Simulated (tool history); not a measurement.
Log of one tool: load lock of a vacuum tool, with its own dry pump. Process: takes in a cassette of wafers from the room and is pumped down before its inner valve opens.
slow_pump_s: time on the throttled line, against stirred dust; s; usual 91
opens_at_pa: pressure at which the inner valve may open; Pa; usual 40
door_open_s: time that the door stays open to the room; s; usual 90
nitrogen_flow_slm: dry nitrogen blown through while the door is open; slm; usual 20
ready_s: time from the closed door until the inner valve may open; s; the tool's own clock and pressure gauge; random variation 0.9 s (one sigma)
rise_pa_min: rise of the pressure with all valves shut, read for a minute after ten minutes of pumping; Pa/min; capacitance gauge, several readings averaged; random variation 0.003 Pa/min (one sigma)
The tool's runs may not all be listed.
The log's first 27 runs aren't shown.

run	hour	slow_pump_s	opens_at_pa	door_open_s	nitrogen_flow_slm	incoming humidity of the room's air, %	ready_s	rise_pa_min
28	14009.7	54	40	90	21	45.7	130.5	0.104
29	14502.7	54	40	90	21	45.1	132.6	0.110
30	15155.5	54	40	161	10	50.0	133.0	0.145
# hour 15746.8: dry pump taken out, an overhauled one fitted
31	15755.3	54	40	161	10	46.6	112.3	0.143
32	16246.9	54	40	161	10	46.5	112.6	0.154
33	16730.5	67	42	26	17	47.8	124.1	0.110
34	17424.2	112	75	93	24	41.9	155.1	0.123
35	17781.8	91	40	103	20	46.8	143.3	0.136
36	18260.3	123	47	103	10	43.6	165.6	0.148
37	18902.0	127	47	103	15	44.9	171.7	0.146

4 ways to go on from here, each from the tool as it stands after run 37. What would each give?
A	19337.8	75	47	88	7	47.5	?	?
B	19337.8	57	71	72	15	44.8	?	?
C	19337.8	73	40	90	24	42.7	?	?
D	19337.8	119	47	103	19	43.7	?	?

run	ready_s	rise_pa_min
A	129.1	0.161
B	111.5	0.143
C	130.4	0.140
D	163.3	0.145
Without the tool's hidden state the same runs would have given:
run	ready_s	rise_pa_min
A	126.6	0.056
B	109.0	0.039
C	127.8	0.037
D	161.3	0.042
